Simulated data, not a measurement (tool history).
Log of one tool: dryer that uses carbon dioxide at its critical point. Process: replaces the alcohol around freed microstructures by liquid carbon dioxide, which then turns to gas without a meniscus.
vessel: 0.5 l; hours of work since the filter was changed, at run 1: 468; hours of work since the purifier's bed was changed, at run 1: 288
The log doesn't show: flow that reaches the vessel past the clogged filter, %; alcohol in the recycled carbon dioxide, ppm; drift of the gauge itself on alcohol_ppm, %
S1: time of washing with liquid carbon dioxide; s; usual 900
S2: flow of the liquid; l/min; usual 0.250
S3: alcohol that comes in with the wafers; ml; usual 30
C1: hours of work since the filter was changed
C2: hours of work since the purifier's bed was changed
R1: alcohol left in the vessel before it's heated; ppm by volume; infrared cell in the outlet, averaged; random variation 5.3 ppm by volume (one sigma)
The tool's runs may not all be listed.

Run 1, hour 0.0: usual settings; C1 468; C2 288. Result: R1 278 ppm by volume.
Run 2, hour 13.4: usual settings but S3 32 ml; C1 476; C2 296. Result: R1 311 ppm by volume.
Run 3, hour 26.1: usual settings but S3 32 ml; C1 483; C2 303. Result: R1 312 ppm by volume.
Run 4, hour 42.0: usual settings but S3 33 ml; C1 493; C2 313. Result: R1 325 ppm by volume.
Run 5, hour 50.4: usual settings but S3 33 ml; C1 498; C2 318. Result: R1 318 ppm by volume.
Run 6, hour 57.1: usual settings but S1 780 s; C1 502; C2 322. Result: R1 510 ppm by volume.
Run 7, hour 66.5: usual settings; C1 508; C2 328. Result: R1 297 ppm by volume.
Run 8, hour 76.5: usual settings but S2 0.160 l/min; C1 514; C2 334. Result: R1 1657 ppm by volume.
Run 9, hour 84.0: usual settings but S2 0.160 l/min; C1 518; C2 338. Result: R1 1647 ppm by volume.
Run 10, hour 93.9: usual settings but S1 1260 s, S2 0.160 l/min, S3 87 ml; C1 524; C2 344. Result: R1 1168 ppm by volume.
Run 11, hour 100.6: usual settings but S2 0.234 l/min, S3 29 ml; C1 528; C2 348. Result: R1 391 ppm by volume.
At hour 105.4: inlet filter changed.
Run 12, hour 114.3: usual settings but S2 0.234 l/min, S3 29 ml; C1 5; C2 356. Result: R1 293 ppm by volume.
Run 13, hour 124.6: usual settings but S2 0.234 l/min, S3 29 ml; C1 12; C2 362. Result: R1 295 ppm by volume.
Run 14, hour 138.8: usual settings but S1 1200 s, S2 0.228 l/min, S3 35 ml; C1 20; C2 371. Result: R1 171 ppm by volume.
Run 15, hour 151.1: usual settings but S1 1020 s, S2 0.235 l/min, S3 56 ml; C1 27; C2 378. Result: R1 287 ppm by volume.
Run 16, hour 165.6: usual settings but S1 780 s, S2 0.261 l/min, S3 37 ml; C1 36; C2 387. Result: R1 407 ppm by volume.
Run 17, hour 176.5: usual settings but S1 780 s, S2 0.261 l/min, S3 37 ml; C1 43; C2 393. Result: R1 426 ppm by volume.
Run 18, hour 185.6: usual settings but S1 600 s, S2 0.336 l/min; C1 48; C2 399. Result: R1 370 ppm by volume.

Hidden state or all else? Some run-to-run changes of R1, split into what the settings, what came in and random variation would give without the hidden state, and what is left for the hidden state (with any gauge scatter that isn't in both results):
Run 7 -> 8: S2 0.250 -> 0.160. R1 +1360 ppm by volume: hidden state +339, all else +1021.
